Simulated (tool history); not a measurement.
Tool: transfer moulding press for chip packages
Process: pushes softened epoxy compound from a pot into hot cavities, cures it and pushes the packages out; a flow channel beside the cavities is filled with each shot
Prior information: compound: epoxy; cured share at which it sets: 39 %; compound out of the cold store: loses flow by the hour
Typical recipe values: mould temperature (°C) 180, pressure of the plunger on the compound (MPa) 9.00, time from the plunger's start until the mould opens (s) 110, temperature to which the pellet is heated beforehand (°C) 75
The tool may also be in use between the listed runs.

run	hour	mould temperature (°C)	pressure of the plunger on the compound (MPa)	time from the plunger's start until the mould opens (s)	temperature to which the pellet is heated beforehand (°C)	incoming compound's hours out of the cold store	length that the compound runs in the flow channel (mm)	greatest force on the pins that push the packages out (N)
1	0.0	180	9.00	110	75	45.7	519	521
2	35.8	180	8.65	110	75	17.6	544	662
3	72.5	180	8.65	110	75	30.2	525	724
# hour 90.2: cavities cleaned with cleaning compound and waxed
4	111.7	180	9.00	110	75	13.6	555	644
5	130.9	180	9.00	110	75	45.0	518	663
6	147.8	179	9.00	110	75	24.2	542	786
7	173.4	180	9.00	110	71	43.1	515	753
# hour 180.8: cavities cleaned with cleaning compound and waxed
8	192.5	187	9.00	110	82	32.2	507	465
9	225.5	187	9.00	127	82	30.5	509	519
10	254.5	187	7.47	127	82	31.4	463	570
# hour 271.4: cavities cleaned with cleaning compound and waxed
11	293.1	187	10.19	105	76	28.9	535	513

Forecast each of these 5 alternatives for the next run:
A	318.2	183	9.00	110	75	37.7	?	?
B	318.2	180	9.00	130	76	12.4	?	?
C	318.2	187	10.19	97	81	40.8	?	?
D	318.2	187	9.00	110	74	36.5	?	?
E	318.2	175	10.19	105	72	13.3	?	?

run	length that the compound runs in the flow channel (mm)	greatest force on the pins that push the packages out (N)
A	504	611
B	546	571
C	522	564
D	493	541
E	604	1211
Without the tool's hidden state the same runs would have given:
run	length that the compound runs in the flow channel (mm)	greatest force on the pins that push the packages out (N)
A	520	452
B	563	426
C	539	419
D	510	412
E	623	834
